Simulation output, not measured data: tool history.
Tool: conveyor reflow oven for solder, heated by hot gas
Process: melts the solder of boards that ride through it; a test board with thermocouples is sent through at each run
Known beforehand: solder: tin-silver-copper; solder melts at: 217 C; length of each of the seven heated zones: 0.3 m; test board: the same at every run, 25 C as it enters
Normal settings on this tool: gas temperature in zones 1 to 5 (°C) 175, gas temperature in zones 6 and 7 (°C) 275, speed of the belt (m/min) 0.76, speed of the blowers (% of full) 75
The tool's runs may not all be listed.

| run | hour | gas temperature in zones 1 to 5 (°C) | gas temperature in zones 6 and 7 (°C) | speed of the belt (m/min) | speed of the blowers (% of full) | highest temperature of the board (°C) | time above the solder's melting point (s) |
|---|---|---|---|---|---|---|---|
| 1 | 0 | 175 | 275 | 0.76 | 75 | 256.4 | 38.2 |
| 2 | 66.4 | 175 | 275 | 0.76 | 81 | 257.9 | 38.8 |
| 3 | 121 | 175 | 275 | 0.76 | 81 | 257.5 | 38.5 |
| 4 | 170 | 175 | 275 | 0.786 | 75 | 254.6 | 35.9 |
| 5 | 209.6 | 175 | 275 | 0.786 | 75 | 254.7 | 35.6 |
| 6 | 275.5 | 175 | 275 | 0.786 | 75 | 254.2 | 35.4 |
| 7 | 329.3 | 175 | 275 | 0.853 | 75 | 250.4 | 31.1 |
|  | 382.1 | flux residue cleaned out of gas plates and filters |
| 8 | 384.6 | 175 | 275 | 0.76 | 75 | 256.1 | 38.3 |
| 9 | 458.9 | 175 | 275 | 0.779 | 52 | 246.9 | 31.2 |
| 10 | 497.4 | 161 | 275 | 0.851 | 70 | 246.7 | 26.6 |
| 11 | 554.9 | 175 | 278 | 0.76 | 75 | 258.4 | 39.1 |
|  | 626.9 | belt drive overhauled, speed set with a stopwatch |
| 12 | 634.2 | 185 | 275 | 0.76 | 57 | 250.8 | 36.2 |
| 13 | 691.4 | 175 | 274 | 0.76 | 85 | 255.6 | 37 |
| 14 | 741.9 | 175 | 274 | 0.76 | 85 | 255.3 | 36.7 |
| 15 | 796.2 | 175 | 274 | 0.76 | 85 | 255.4 | 36.6 |

Consider 3 possible next runs. They are alternatives, not a sequence: every one starts from the tool as it was left by run 15. What does each give?
|  | 827.2 | flux residue cleaned out of gas plates and filters |
| A | 868 | 175 | 288 | 0.76 | 85 | ? | ? |
|  | 827.2 | flux residue cleaned out of gas plates and filters |
| B | 868 | 175 | 270 | 0.76 | 75 | ? | ? |
|  | 827.2 | flux residue cleaned out of gas plates and filters |
| C | 868 | 175 | 280 | 0.76 | 85 | ? | ? |

| run | highest temperature of the board (°C) | time above the solder's melting point (s) |
|---|---|---|
| A | 268.7 | 41.9 |
| B | 250.8 | 34.9 |
| C | 262.3 | 39.6 |
Without the tool's hidden state the same runs would have given:
| run | highest temperature of the board (°C) | time above the solder's melting point (s) |
|---|---|---|
| A | 271 | 42.5 |
| B | 252.9 | 35.8 |
| C | 264.5 | 40.2 |
